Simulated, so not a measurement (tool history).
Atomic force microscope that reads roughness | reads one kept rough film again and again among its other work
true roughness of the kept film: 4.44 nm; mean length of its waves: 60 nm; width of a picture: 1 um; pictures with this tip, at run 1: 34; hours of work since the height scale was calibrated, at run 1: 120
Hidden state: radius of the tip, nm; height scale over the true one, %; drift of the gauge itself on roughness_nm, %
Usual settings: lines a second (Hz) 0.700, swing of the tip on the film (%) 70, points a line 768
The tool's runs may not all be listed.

run    hour  lines a second (Hz)  swing of the tip on the film (%)  points a line  pictures with this tip  hours of work since the height scale was calibrated  roughness of the kept film (nm (root mean square))
  1     0.0                0.700                                70            768                      34                                                  120                                               4.216
  2    52.0                0.700                                70            768                     127                                                  149                                               4.140
  3    88.8                0.700                                70            768                     193                                                  170                                               4.186
  4   137.9                0.700                                70            768                     281                                                  198                                               4.085
  5   169.6                0.700                                70            768                     338                                                  216                                               4.102
      172.7  -- new tip fitted
  6   198.1                0.700                                70            768                      45                                                  232                                               4.239
  7   258.9                0.700                                88            768                     154                                                  267                                               4.008
  8   302.3                0.700                                79            768                     232                                                  292                                               4.049
  9   331.0                1.277                                79            768                     283                                                  308                                               3.915
      366.3  -- new tip fitted
 10   383.8                1.277                                79            768                      31                                                  338                                               4.019
 11   437.0                0.700                                70            768                     126                                                  368                                               4.165
 12   462.8                0.700                                70            768                     172                                                  383                                               4.158
 13   499.9                0.700                                70            768                     239                                                  404                                               4.135
 14   546.6                0.700                                70            768                     323                                                  431                                               4.068
      561.5  -- new tip fitted
 15   595.9                0.700                                70            768                      62                                                  458                                               4.151
 16   655.7                0.700                                70            768                     169                                                  492                                               4.139
 17   709.1                0.700                                70            768                     265                                                  523                                               4.128
 18   741.8                0.700                                70            768                     323                                                  542                                               4.056
      755.1  -- new tip fitted
 19   797.2                0.700                                70            768                      76                                                  573                                               4.215
 20   850.0                0.700                                87            768                     170                                                  603                                               3.983
 21   907.0                0.700                                87            768                     273                                                  635                                               3.988
      948.2  -- new tip fitted
 22   962.3                0.700                                67            768                      26                                                  667                                               4.213
 23  1015.9                0.700                                67            768                     122                                                  697                                               4.153
 24  1060.4                0.700                                70            774                     201                                                  722                                               4.132
 25  1099.5                0.700                                70            774                     271                                                  745                                               4.089
     1139.6  -- new tip fitted
 26  1146.4                0.700                                82            936                      13                                                  771                                               4.089
 27  1202.8                0.700                                82            936                     114                                                  803                                               4.052
 28  1264.3                2.228                                70            898                     224                                                  838                                               3.897
 29  1305.0                0.641                                64            768                     297                                                  862                                               4.115
     1332.1  -- new tip fitted
 30  1354.1                0.700                                70           1002                      40                                                  889                                               4.190
 31  1405.1                1.131                                70            768                     131                                                  918                                               4.088
 32  1446.1                1.131                                70            768                     205                                                  942                                               4.048
 33  1489.2                0.700                                68            512                     282                                                  966                                               4.106
     1525.0  -- new tip fitted
 34  1526.2                1.417                                62            538                       2                                                  987                                               4.194
 35  1555.0                1.417                                64            496                      54                                                 1003                                               4.107
 36  1614.8                0.532                                56            352                     161                                                 1038                                               4.174
 37  1642.1                0.583                                62            352                     210                                                 1053                                               4.195
 38  1689.0                1.395                                62            352                     294                                                 1080                                               4.075
     1718.0  -- new tip fitted
 39  1718.5                1.395                                62            352                       1                                                 1096                                               4.187
 40  1762.0                0.689                                65            434                      79                                                 1121                                               4.204
 41  1798.7                0.689                                65            434                     144                                                 1142                                               4.166
 42  1826.0                3.537                                84            560                     193                                                 1158                                               3.296
 43  1867.2                0.762                                77            548                     267                                                 1181                                               4.045
 44  1899.3                0.762                                77            548                     325                                                 1199                                               3.976
     1914.0  -- new tip fitted
 45  1933.5                3.133                                70            682                      35                                                 1219                                               3.843

Measured less the same run without the tool's hidden state. The same run-to-run variation is in both; the gauge's scatter may not be:
run  roughness of the kept film (nm (root mean square))
  1                                              -0.018
  2                                              -0.060
  3                                              -0.088
  4                                              -0.119
  5                                              -0.142
  6                                              -0.027
  7                                              -0.069
  8                                              -0.100
  9                                              -0.116
 10                                              -0.018
 11                                              -0.057
 12                                              -0.075
 13                                              -0.104
 14                                              -0.138
 15                                              -0.039
 16                                              -0.082
 17                                              -0.117
 18                                              -0.141
 19                                              -0.042
 20                                              -0.076
 21                                              -0.117
 22                                              -0.033
 23                                              -0.069
 24                                              -0.101
 25                                              -0.126
 26                                              -0.025
 27                                              -0.064
 28                                              -0.103
 29                                              -0.137
 30                                              -0.041
 31                                              -0.074
 32                                              -0.101
 33                                              -0.131
 34                                              -0.018
 35                                              -0.041
 36                                              -0.085
 37                                              -0.107
 38                                              -0.137
 39                                              -0.021
 40                                              -0.057
 41                                              -0.085
 42                                              -0.084
 43                                              -0.130
 44                                              -0.151
 45                                              -0.044
